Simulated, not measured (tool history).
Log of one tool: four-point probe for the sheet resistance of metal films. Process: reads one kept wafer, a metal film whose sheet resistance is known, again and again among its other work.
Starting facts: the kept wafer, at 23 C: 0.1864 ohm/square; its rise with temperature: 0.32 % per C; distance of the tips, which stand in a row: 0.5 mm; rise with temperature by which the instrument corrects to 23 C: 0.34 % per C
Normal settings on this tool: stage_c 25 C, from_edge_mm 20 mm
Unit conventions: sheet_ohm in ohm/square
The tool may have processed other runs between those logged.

{"run": 1, "hour": 0.0, "stage_c": 25, "from_edge_mm": 20, "sheet_ohm": 0.187006}
{"run": 2, "hour": 41.5, "stage_c": 25, "from_edge_mm": 20, "sheet_ohm": 0.187044}
{"run": 3, "hour": 68.6, "stage_c": 25, "from_edge_mm": 59, "sheet_ohm": 0.187003}
{"run": 4, "hour": 118.2, "stage_c": 25, "from_edge_mm": 5, "sheet_ohm": 0.188002}
{"run": 5, "hour": 156.8, "stage_c": 25, "from_edge_mm": 20, "sheet_ohm": 0.187117}
{"run": 6, "hour": 195.6, "stage_c": 25, "from_edge_mm": 20, "sheet_ohm": 0.187107}
{"run": 7, "hour": 237.7, "stage_c": 25, "from_edge_mm": 20, "sheet_ohm": 0.187078}
{"hour": 296.2, "done": "stage's thermometer calibrated"}
{"run": 8, "hour": 296.9, "stage_c": 25, "from_edge_mm": 20, "sheet_ohm": 0.187417}
{"run": 9, "hour": 346.8, "stage_c": 25, "from_edge_mm": 20, "sheet_ohm": 0.187373}
{"run": 10, "hour": 392.3, "stage_c": 24, "from_edge_mm": 20, "sheet_ohm": 0.187472}
{"run": 11, "hour": 428.2, "stage_c": 24, "from_edge_mm": 20, "sheet_ohm": 0.187517}
{"run": 12, "hour": 457.0, "stage_c": 24, "from_edge_mm": 20, "sheet_ohm": 0.187479}
{"run": 13, "hour": 505.6, "stage_c": 29, "from_edge_mm": 20, "sheet_ohm": 0.187436}
{"run": 14, "hour": 535.2, "stage_c": 29, "from_edge_mm": 20, "sheet_ohm": 0.187426}
{"run": 15, "hour": 574.8, "stage_c": 24, "from_edge_mm": 8, "sheet_ohm": 0.187964}
{"run": 16, "hour": 603.7, "stage_c": 27, "from_edge_mm": 4, "sheet_ohm": 0.189067}
{"run": 17, "hour": 658.5, "stage_c": 26, "from_edge_mm": 7, "sheet_ohm": 0.188086}
{"run": 18, "hour": 687.6, "stage_c": 26, "from_edge_mm": 7, "sheet_ohm": 0.188131}
{"run": 19, "hour": 718.6, "stage_c": 19, "from_edge_mm": 29, "sheet_ohm": 0.187815}
{"run": 20, "hour": 775.8, "stage_c": 33, "from_edge_mm": 23, "sheet_ohm": 0.187437}
{"run": 21, "hour": 814.9, "stage_c": 33, "from_edge_mm": 23, "sheet_ohm": 0.187436}

What if the next run were any one of these 4? Each begins from the tool's condition after run 21:
{"run": "A", "hour": 852.6, "stage_c": 20, "from_edge_mm": 3, "sheet_ohm": "?"}
{"run": "B", "hour": 852.6, "stage_c": 25, "from_edge_mm": 51, "sheet_ohm": "?"}
{"run": "C", "hour": 852.6, "stage_c": 25, "from_edge_mm": 10, "sheet_ohm": "?"}
{"run": "D", "hour": 852.6, "stage_c": 25, "from_edge_mm": 5, "sheet_ohm": "?"}

run=A sheet_ohm=0.190614
run=B sheet_ohm=0.187734
run=C sheet_ohm=0.187938
run=D sheet_ohm=0.188632
Stripped of hidden state, with their random variation kept, the same runs would have yielded:
run=A sheet_ohm=0.189262
run=B sheet_ohm=0.186401
run=C sheet_ohm=0.186603
run=D sheet_ohm=0.187293
